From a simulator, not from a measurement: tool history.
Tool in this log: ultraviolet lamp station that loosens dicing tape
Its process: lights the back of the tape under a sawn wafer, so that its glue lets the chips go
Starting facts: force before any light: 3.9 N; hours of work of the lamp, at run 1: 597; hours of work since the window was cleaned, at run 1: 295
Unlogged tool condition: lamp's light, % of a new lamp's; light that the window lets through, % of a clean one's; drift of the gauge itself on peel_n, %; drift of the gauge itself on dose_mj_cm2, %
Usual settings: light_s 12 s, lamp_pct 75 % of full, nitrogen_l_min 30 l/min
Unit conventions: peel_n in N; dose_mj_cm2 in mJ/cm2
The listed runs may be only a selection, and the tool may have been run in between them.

| run | hour | light_s | lamp_pct | nitrogen_l_min | hours of work of the lamp | hours of work since the window was cleaned | peel_n | dose_mj_cm2 |
|---|---|---|---|---|---|---|---|---|
| 1 | 0 | 12 | 75 | 30 | 597 | 295 | 0.319 | 443 |
| 2 | 31.3 | 12 | 75 | 30 | 621 | 319 | 0.322 | 442 |
| 3 | 63 | 12 | 75 | 30 | 645 | 343 | 0.319 | 432 |
| 4 | 100 | 12 | 75 | 30 | 673 | 371 | 0.341 | 428 |
| 5 | 135.5 | 12 | 75 | 30 | 699 | 397 | 0.338 | 425 |
| 6 | 174.5 | 12 | 68 | 30 | 729 | 427 | 0.438 | 374 |
| 7 | 240.2 | 12 | 75 | 39 | 779 | 477 | 0.311 | 406 |
|  | 268.1 | window cleaned of glue's vapour |
| 8 | 279.9 | 12 | 75 | 39 | 808 | 9 | 0.271 | 436 |
| 9 | 326.2 | 7 | 75 | 30 | 843 | 44 | 0.829 | 252 |
| 10 | 379.2 | 7 | 75 | 30 | 884 | 84 | 0.878 | 247 |
| 11 | 415.7 | 12 | 81 | 30 | 911 | 112 | 0.291 | 452 |
| 12 | 444.2 | 12 | 81 | 30 | 933 | 133 | 0.304 | 447 |
| 13 | 485.9 | 12 | 81 | 35 | 964 | 165 | 0.278 | 440 |
| 14 | 517.7 | 12 | 81 | 35 | 988 | 189 | 0.302 | 440 |
| 15 | 550 | 12 | 81 | 35 | 1013 | 213 | 0.291 | 432 |
| 16 | 587.5 | 12 | 62 | 30 | 1041 | 242 | 0.559 | 331 |
| 17 | 631.3 | 12 | 62 | 30 | 1074 | 275 | 0.573 | 324 |
| 18 | 679.7 | 12 | 62 | 30 | 1111 | 312 | 0.567 | 313 |
| 19 | 735.6 | 12 | 75 | 30 | 1153 | 354 | 0.419 | 372 |
| 20 | 769.8 | 12 | 75 | 40 | 1179 | 380 | 0.388 | 373 |
| 21 | 804.1 | 11 | 79 | 42 | 1205 | 406 | 0.408 | 351 |
| 22 | 859.9 | 11 | 99 | 11 | 1248 | 448 | 0.557 | 439 |
| 23 | 892.3 | 12 | 99 | 12 | 1272 | 473 | 0.492 | 470 |
| 24 | 920.7 | 14 | 66 | 39 | 1294 | 494 | 0.399 | 361 |
|  | 924.1 | window cleaned of glue's vapour |
| 25 | 956.1 | 11 | 69 | 36 | 1320 | 24 | 0.53 | 327 |
| 26 | 1004.3 | 20 | 69 | 29 | 1357 | 61 | 0.178 | 577 |
| 27 | 1063.3 | 20 | 69 | 29 | 1401 | 105 | 0.199 | 559 |
| 28 | 1092.2 | 20 | 69 | 29 | 1423 | 127 | 0.199 | 550 |
| 29 | 1158.5 | 20 | 69 | 29 | 1473 | 177 | 0.208 | 539 |
| 30 | 1226.4 | 17 | 75 | 21 | 1525 | 229 | 0.308 | 490 |
| 31 | 1281.5 | 17 | 75 | 21 | 1566 | 271 | 0.319 | 477 |
| 32 | 1310.1 | 17 | 75 | 21 | 1588 | 292 | 0.334 | 476 |
| 33 | 1373.8 | 12 | 91 | 14 | 1636 | 340 | 0.581 | 399 |
| 34 | 1422.3 | 12 | 100 | 30 | 1673 | 377 | 0.337 | 431 |
| 35 | 1466.6 | 17 | 61 | 10 | 1707 | 411 | 0.765 | 366 |
| 36 | 1497 | 6 | 79 | 30 | 1730 | 434 | 1.414 | 161 |
| 37 | 1527.6 | 15 | 80 | 31 | 1753 | 457 | 0.359 | 411 |
|  | 1553.7 | lamp changed |
| 38 | 1557.7 | 12 | 91 | 30 | 3 | 479 | 0.184 | 584 |
|  | 1581.9 | window cleaned of glue's vapour |
| 39 | 1604.4 | 12 | 91 | 30 | 38 | 17 | 0.15 | 634 |
| 40 | 1632.2 | 12 | 91 | 28 | 59 | 38 | 0.169 | 632 |

Alternative continuations, all from the tool just after run 40; predict every row:
| A | 1683.7 | 12 | 91 | 42 | 98 | 77 | ? | ? |
| B | 1683.7 | 7 | 75 | 30 | 98 | 77 | ? | ? |
| C | 1683.7 | 12 | 91 | 9 | 98 | 77 | ? | ? |
| D | 1683.7 | 12 | 85 | 12 | 98 | 77 | ? | ? |

| run | peel_n | dose_mj_cm2 |
|---|---|---|
| A | 0.139 | 615 |
| B | 0.636 | 294 |
| C | 0.334 | 620 |
| D | 0.3 | 581 |
Had the tool no hidden state, the same runs would have come out as:
| run | peel_n | dose_mj_cm2 |
|---|---|---|
| A | 0.13 | 646 |
| B | 0.587 | 309 |
| C | 0.304 | 650 |
| D | 0.272 | 610 |

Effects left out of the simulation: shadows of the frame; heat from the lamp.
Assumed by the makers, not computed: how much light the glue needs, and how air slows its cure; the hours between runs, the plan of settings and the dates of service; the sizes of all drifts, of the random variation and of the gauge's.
